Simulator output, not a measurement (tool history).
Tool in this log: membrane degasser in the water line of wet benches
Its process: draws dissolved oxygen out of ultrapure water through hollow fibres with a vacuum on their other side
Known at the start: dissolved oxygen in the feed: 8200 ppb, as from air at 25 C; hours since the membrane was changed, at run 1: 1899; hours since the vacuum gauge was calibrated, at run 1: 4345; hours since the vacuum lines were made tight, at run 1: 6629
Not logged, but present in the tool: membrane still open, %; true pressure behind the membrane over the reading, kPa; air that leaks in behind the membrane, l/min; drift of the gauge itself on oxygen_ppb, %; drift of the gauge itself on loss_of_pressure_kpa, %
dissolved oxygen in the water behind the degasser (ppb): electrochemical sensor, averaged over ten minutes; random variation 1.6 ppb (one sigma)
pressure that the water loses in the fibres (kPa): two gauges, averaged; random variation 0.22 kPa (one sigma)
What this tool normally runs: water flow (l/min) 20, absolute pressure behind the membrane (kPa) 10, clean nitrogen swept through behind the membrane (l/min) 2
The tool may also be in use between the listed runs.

run,hour,water flow (l/min),absolute pressure behind the membrane (kPa),clean nitrogen swept through behind the membrane (l/min),hours since the membrane was changed,hours since the vacuum gauge was calibrated,hours since the vacuum lines were made tight,dissolved oxygen in the water behind the degasser (ppb),pressure that the water loses in the fibres (kPa)
1,0,20,10,2,1899,4345,6629,187.4,55.84
2,87.9,20,10,2,1987,4433,6717,192.7,55.62
3,185.8,20,10,2,2084,4531,6814,187.7,55.94
4,229.1,18,10,2,2128,4574,6858,170.5,49.56
5,283.6,18,10,2.88,2182,4629,6912,128.9,49.97
6,354.6,17,10,2.88,2253,4700,6983,120.4,47.53
7,452.2,26,10,2,2351,4797,7081,250.8,72.21
8,541.8,26,10,2,2440,4887,7170,254.8,72.58
9,590.7,20,7.3,2,2489,4936,7219,126.9,55.49
10,643.4,20,7.3,1.15,2542,4989,7272,194.4,55.94
11,733.8,20,10.3,2,2632,5079,7362,198.1,56.07
12,820.1,20,10.3,2,2719,5165,7449,194.4,55.28
13,863.5,20,10.3,2,2762,5209,7492,195.1,55.91
14,920.5,20,10.3,2,2819,5266,7549,197.4,55.58
15,1011.3,20,10,2,2910,5357,7640,189.1,55.76

The next listed run, before its measurement:
16,1063,20,13.3,3.07,2962,5408,7692,?,?

dissolved oxygen in the water behind the degasser (ppb): 187.5
pressure that the water loses in the fibres (kPa): 55.92
Had the tool carried no hidden state, the very same run would have given dissolved oxygen in the water behind the degasser (ppb) 187.4, pressure that the water loses in the fibres (kPa) 55.91.

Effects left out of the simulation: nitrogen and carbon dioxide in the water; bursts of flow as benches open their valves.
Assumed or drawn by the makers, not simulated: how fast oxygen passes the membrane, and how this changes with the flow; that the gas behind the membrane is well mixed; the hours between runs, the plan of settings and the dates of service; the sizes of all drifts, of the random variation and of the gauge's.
